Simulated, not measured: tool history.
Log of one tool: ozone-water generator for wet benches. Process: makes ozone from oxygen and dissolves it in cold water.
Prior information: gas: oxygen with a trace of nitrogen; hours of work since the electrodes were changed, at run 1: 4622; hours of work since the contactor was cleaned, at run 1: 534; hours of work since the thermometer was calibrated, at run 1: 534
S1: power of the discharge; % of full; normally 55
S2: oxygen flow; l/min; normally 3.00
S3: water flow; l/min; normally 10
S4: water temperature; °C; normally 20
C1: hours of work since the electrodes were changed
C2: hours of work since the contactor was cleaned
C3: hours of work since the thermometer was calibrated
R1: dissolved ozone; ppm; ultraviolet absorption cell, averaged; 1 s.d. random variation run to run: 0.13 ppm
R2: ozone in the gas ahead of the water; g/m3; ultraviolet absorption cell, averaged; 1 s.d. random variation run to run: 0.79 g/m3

run	hour	S1	S2	S3	S4	C1	C2	C3	R1	R2
1	0.0	55	3.00	10	20	4622	534	534	14.0	114.8
2	101.5	55	3.00	15	20	4694	607	607	9.7	115.4
3	193.4	55	3.00	15	20	4760	673	673	9.7	113.9
4	358.8	55	3.00	15	20	4879	791	791	9.7	113.9
5	441.7	55	3.00	15	20	4938	851	851	9.7	115.5
6	539.3	55	3.00	15	20	5008	920	920	9.6	114.3
7	625.3	55	3.00	15	20	5069	982	982	9.5	113.1
8	723.4	55	3.00	10	17	5140	1052	1052	14.3	113.9
9	871.1	55	4.87	10	20	5246	1158	1158	13.0	86.3
10	941.1	55	4.87	10	20	5296	1208	1208	13.0	89.1
11	1085.3	55	4.87	10	20	5399	1312	1312	12.9	87.6
12	1241.4	55	3.00	10	20	5511	1423	1423	13.7	111.7
13	1373.8	55	3.00	10	13	5606	1518	1518	15.2	113.4
14	1540.1	55	3.00	7	13	5725	1637	1637	19.7	112.4
15	1617.5	42	3.00	7	13	5780	1693	1693	16.7	94.6
16	1754.3	54	3.00	10	20	5878	1791	1791	13.2	110.6
17	1825.2	54	3.85	10	24	5929	1842	1842	12.1	97.5
18	1954.1	54	3.85	10	24	6021	1934	1934	11.9	96.1
19	2099.2	52	3.36	8	15	6125	2038	2038	16.4	103.3
20	2175.7	52	3.36	8	15	6180	2093	2093	16.6	101.9
21	2285.5	55	3.00	16	12	6259	2171	2171	9.3	113.0
22	2386.1	55	3.00	16	12	6331	2243	2243	9.5	113.0
23	2467.8	87	2.22	14	14	6389	2302	2302	13.5	173.7
24	2585.1	45	3.08	10	23	6473	2386	2386	11.2	97.9
25	2655.2	45	3.08	10	23	6524	2436	2436	11.1	97.7
26	2725.6	84	3.08	7	21	6574	2487	2487	21.4	141.8
27	2795.4	84	2.32	7	15	6624	2537	2537	24.5	165.7
28	2959.4	67	3.30	10	26	6742	2654	2654	13.4	119.6
29	3035.7	67	3.30	10	26	6796	2709	2709	13.2	117.6
30	3146.4	93	3.30	13	13	6876	2788	2788	15.8	144.3
31	3238.3	93	3.30	13	13	6941	2854	2854	15.9	145.8
32	3330.2	55	2.04	7	19	7007	2920	2920	17.6	138.0

Predict each of these 3 candidate next runs independently; none follows another, all start after run 32:
A	3429.5	55	2.04	7	12	7078	2991	2991	?	?
B	3429.5	55	3.00	11	20	7078	2991	2991	?	?
C	3429.5	59	2.70	10	15	7078	2991	2991	?	?

run	R1	R2
A	19.7	137.5
B	12.0	110.8
C	14.8	122.6
Had the tool no hidden state, the same runs would have come out as:
run	R1	R2
A	22.1	151.5
B	13.7	122.1
C	16.9	135.8

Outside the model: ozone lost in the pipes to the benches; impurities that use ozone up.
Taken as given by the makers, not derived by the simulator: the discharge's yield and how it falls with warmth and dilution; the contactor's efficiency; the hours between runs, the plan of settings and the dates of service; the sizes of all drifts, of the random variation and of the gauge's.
